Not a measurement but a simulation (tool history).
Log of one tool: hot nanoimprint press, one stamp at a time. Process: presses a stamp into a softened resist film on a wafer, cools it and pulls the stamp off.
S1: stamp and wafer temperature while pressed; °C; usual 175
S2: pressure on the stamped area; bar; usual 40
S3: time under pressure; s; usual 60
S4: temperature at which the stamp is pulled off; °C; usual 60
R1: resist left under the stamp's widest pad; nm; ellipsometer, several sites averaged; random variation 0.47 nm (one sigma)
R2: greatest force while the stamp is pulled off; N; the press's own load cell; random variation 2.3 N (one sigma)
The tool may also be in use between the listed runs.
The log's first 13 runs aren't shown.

run,hour,S1,S2,S3,S4,R1,R2
14,561.2,175,40,60,57,94.1,224
15,591.7,175,40,60,60,93.6,216
16,637.4,175,40,60,60,93.8,222
17,666.5,165,47.6,60,60,123.6,222
# hour 678.1: stamp cleaned and given a new release coat
18,710.3,175,24.8,60,62,116.7,194
# hour 731.9: plate thermocouple calibrated, once more
19,765.2,175,40.8,60,62,89.4,192
20,802.1,175,40.8,60,62,88.5,199
21,845.2,175,40.8,60,62,89.4,202
22,907,175,40.8,35,56,108.1,220

Run 23 comes next. What will it give?
# hour 943.7: press's hydraulic seals changed and the load cell set to zero
23,964.9,175,40,81,63,?,?

{"run 23": {"R1": 81, "R2": 204}}
Without the tool's hidden state the same run would have given R1 79.8 nm, R2 187 N.
